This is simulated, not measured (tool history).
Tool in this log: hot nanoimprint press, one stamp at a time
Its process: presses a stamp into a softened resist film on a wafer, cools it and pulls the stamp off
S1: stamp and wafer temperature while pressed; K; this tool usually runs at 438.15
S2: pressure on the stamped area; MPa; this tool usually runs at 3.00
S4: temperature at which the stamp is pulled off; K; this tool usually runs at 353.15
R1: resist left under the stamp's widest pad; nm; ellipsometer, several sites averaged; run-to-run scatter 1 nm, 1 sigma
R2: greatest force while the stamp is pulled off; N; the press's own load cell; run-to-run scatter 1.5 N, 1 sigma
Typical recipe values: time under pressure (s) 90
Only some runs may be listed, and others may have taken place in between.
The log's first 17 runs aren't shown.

run 18 hour=124.9 | S1=438.15 S2=4.07 time_under_pressure_(s)=90 S4=353.15 | R1=188.3 R2=127
run 19 hour=131.2 | S1=431.15 S2=4.07 time_under_pressure_(s)=90 S4=353.15 | R1=271.8 R2=129
run 20 hour=135.5 | S1=431.15 S2=4.07 time_under_pressure_(s)=90 S4=353.15 | R1=273.9 R2=127
run 21 hour=142.3 | S1=431.15 S2=4.46 time_under_pressure_(s)=90 S4=360.15 | R1=258.5 R2=103
run 22 hour=150.1 | S1=431.15 S2=4.46 time_under_pressure_(s)=90 S4=360.15 | R1=261.1 R2=107
run 23 hour=158.5 | S1=449.15 S2=4.02 time_under_pressure_(s)=90 S4=352.15 | R1=107.2 R2=134
run 24 hour=165.9 | S1=449.15 S2=4.02 time_under_pressure_(s)=90 S4=352.15 | R1=107.5 R2=134
run 25 hour=173.2 | S1=449.15 S2=4.02 time_under_pressure_(s)=90 S4=352.15 | R1=107.0 R2=137
run 26 hour=178.5 | S1=443.15 S2=4.08 time_under_pressure_(s)=90 S4=341.15 | R1=144.0 R2=173
run 27 hour=187.2 | S1=429.15 S2=2.97 time_under_pressure_(s)=90 S4=349.15 | R1=340.5 R2=147
-- hour=197.2 plate thermocouple calibrated
run 28 hour=199.2 | S1=438.15 S2=3.00 time_under_pressure_(s)=119 S4=356.15 | R1=224.0 R2=132
run 29 hour=207.2 | S1=438.15 S2=4.51 time_under_pressure_(s)=61 S4=353.15 | R1=225.9 R2=140
run 30 hour=216.5 | S1=438.15 S2=4.51 time_under_pressure_(s)=61 S4=353.15 | R1=226.2 R2=144

Forecast each of these 3 alternatives for the next run:
run A hour=223.6 | S1=438.15 S2=4.43 time_under_pressure_(s)=103 S4=342.15 | R1=? R2=?
run B hour=223.6 | S1=438.15 S2=4.51 time_under_pressure_(s)=61 S4=353.15 | R1=? R2=?
run C hour=223.6 | S1=440.15 S2=4.51 time_under_pressure_(s)=78 S4=352.15 | R1=? R2=?

run=A R1=190.2 R2=184
run=B R1=226.3 R2=143
run=C R1=186.7 R2=146
Take away the tool's hidden state, keep each run's random variation, and the runs would have read:
run=A R1=188.5 R2=152
run=B R1=224.3 R2=118
run=C R1=184.9 R2=121
